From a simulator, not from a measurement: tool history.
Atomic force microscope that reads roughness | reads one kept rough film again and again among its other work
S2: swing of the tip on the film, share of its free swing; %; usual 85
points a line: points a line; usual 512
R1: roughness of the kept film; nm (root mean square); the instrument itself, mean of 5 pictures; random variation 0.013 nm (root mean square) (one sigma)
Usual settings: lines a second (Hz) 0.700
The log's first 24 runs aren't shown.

run 25 day=31.804 | lines_a_second_(Hz)=0.569 S2=71 points_a_line=512 | R1=3.176
run 26 day=32.804 | lines_a_second_(Hz)=0.569 S2=62 points_a_line=964 | R1=3.214
run 27 day=34.400 | lines_a_second_(Hz)=0.569 S2=62 points_a_line=964 | R1=3.219
-- day=35.142 new tip fitted
run 28 day=36.238 | lines_a_second_(Hz)=3.866 S2=85 points_a_line=512 | R1=2.162
run 29 day=37.146 | lines_a_second_(Hz)=3.866 S2=85 points_a_line=512 | R1=2.156
run 30 day=37.929 | lines_a_second_(Hz)=3.866 S2=85 points_a_line=512 | R1=2.182
run 31 day=39.438 | lines_a_second_(Hz)=1.888 S2=68 points_a_line=503 | R1=2.973
-- day=40.175 new tip fitted
run 32 day=41.308 | lines_a_second_(Hz)=1.888 S2=68 points_a_line=503 | R1=2.993
run 33 day=43.171 | lines_a_second_(Hz)=1.888 S2=68 points_a_line=503 | R1=2.960
run 34 day=44.025 | lines_a_second_(Hz)=1.026 S2=60 points_a_line=562 | R1=3.192
run 35 day=44.933 | lines_a_second_(Hz)=1.573 S2=72 points_a_line=429 | R1=2.938
-- day=45.254 new tip fitted
run 36 day=46.258 | lines_a_second_(Hz)=1.573 S2=72 points_a_line=429 | R1=2.958

Forecast each of these 5 alternatives for the next run:
run A day=47.542 | lines_a_second_(Hz)=2.167 S2=81 points_a_line=512 | R1=?
run B day=47.542 | lines_a_second_(Hz)=2.428 S2=72 points_a_line=549 | R1=?
run C day=47.542 | lines_a_second_(Hz)=0.616 S2=76 points_a_line=381 | R1=?
run D day=47.542 | lines_a_second_(Hz)=1.998 S2=85 points_a_line=512 | R1=?
run E day=47.542 | lines_a_second_(Hz)=3.433 S2=63 points_a_line=732 | R1=?

run=A R1=2.622
run=B R1=2.804
run=C R1=3.092
run=D R1=2.582
run=E R1=2.896
Without the tool's hidden state the same runs would have given:
run=A R1=2.628
run=B R1=2.811
run=C R1=3.099
run=D R1=2.588
run=E R1=2.902
